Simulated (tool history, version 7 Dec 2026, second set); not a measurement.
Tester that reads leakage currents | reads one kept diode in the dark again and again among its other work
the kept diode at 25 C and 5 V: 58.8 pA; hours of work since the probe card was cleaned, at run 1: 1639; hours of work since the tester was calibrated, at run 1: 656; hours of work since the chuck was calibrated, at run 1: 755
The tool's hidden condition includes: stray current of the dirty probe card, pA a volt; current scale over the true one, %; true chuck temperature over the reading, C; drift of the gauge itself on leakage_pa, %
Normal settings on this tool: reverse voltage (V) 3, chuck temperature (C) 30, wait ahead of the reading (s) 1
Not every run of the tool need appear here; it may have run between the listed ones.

run	hour	reverse voltage (V)	chuck temperature (C)	wait ahead of the reading (s)	hours of work since the probe card was cleaned	hours of work since the tester was calibrated	hours of work since the chuck was calibrated	current that the tester gives (pA)
1	0	3	30	1	1639	656	755	94.48
2	54.5	3	30	1	1662	679	778	95.15
3	139.4	3	30	1	1697	714	814	95.95
4	219.2	3	30	1	1731	748	847	96.44
# hour 273: chuck's temperature calibrated
5	295.7	3	48	1	1762	779	10	328.2
6	407.1	3	31	1	1809	826	57	87.78
7	522.5	3	31	1	1858	875	105	88.96
8	593.8	3	31	1	1888	905	135	89.51
9	675.2	3	30	1	1922	939	170	82.91
10	800.2	3	30	1	1975	992	222	84.36
11	930	3	30	1	2030	1047	277	85.65
12	1022.4	3	30	1	2069	1086	316	85.64
13	1082.3	19.39	30	1	2094	1111	341	212.45
14	1180.8	19.39	30	1	2136	1153	383	213.34
15	1238.6	19.39	30	1	2160	1177	407	215.8
16	1370	19.39	30	1	2215	1232	463	218.48
17	1475.8	19.39	30	1	2260	1277	507	220.93
# hour 1488.4: probe card cleaned and baked
18	1536.3	3	30	1	20	1301	531	85.39
19	1608.1	3	20	1	50	1331	562	36
20	1665.3	3	30	1	75	1356	586	86.42
21	1763.4	3	30	0.65	116	1397	627	88.33
22	1851.6	12.86	44	1.95	153	1434	664	496.01
23	1969.2	3	26	1	203	1484	714	63.92
24	2058.4	14.48	30	1	240	1521	752	175.42
25	2149.2	14.48	30	1	279	1560	790	178.02
26	2266.5	14.48	30	1	328	1609	839	180.47
# hour 2343.8: chuck's temperature calibrated
27	2362.5	2.03	24	1.15	368	1649	8	38.41
28	2425.8	2.03	24	1.15	394	1675	35	38.55
29	2502.3	2.17	24	3.47	427	1708	67	39.8
30	2607	1.6	21	0.43	471	1752	111	28.03
31	2671	1.99	32	0.31	498	1779	138	79.15
32	2726.2	1.99	32	0.31	521	1802	161	79.79
33	2794.6	1.99	32	0.31	550	1831	190	80.72
34	2884.9	1.99	32	0.31	588	1869	228	81.22
35	2958.6	1.02	32	0.86	619	1900	259	61.3

Run 36 comes next. What will it give?
36	3051.7	3.45	23	0.82	658	1939	298	?

Run 36 came out at current that the tester gives (pA) 48.55.
If the tool had no hidden condition, the same run with the same run-to-run variation would have returned current that the tester gives (pA) 43.55.

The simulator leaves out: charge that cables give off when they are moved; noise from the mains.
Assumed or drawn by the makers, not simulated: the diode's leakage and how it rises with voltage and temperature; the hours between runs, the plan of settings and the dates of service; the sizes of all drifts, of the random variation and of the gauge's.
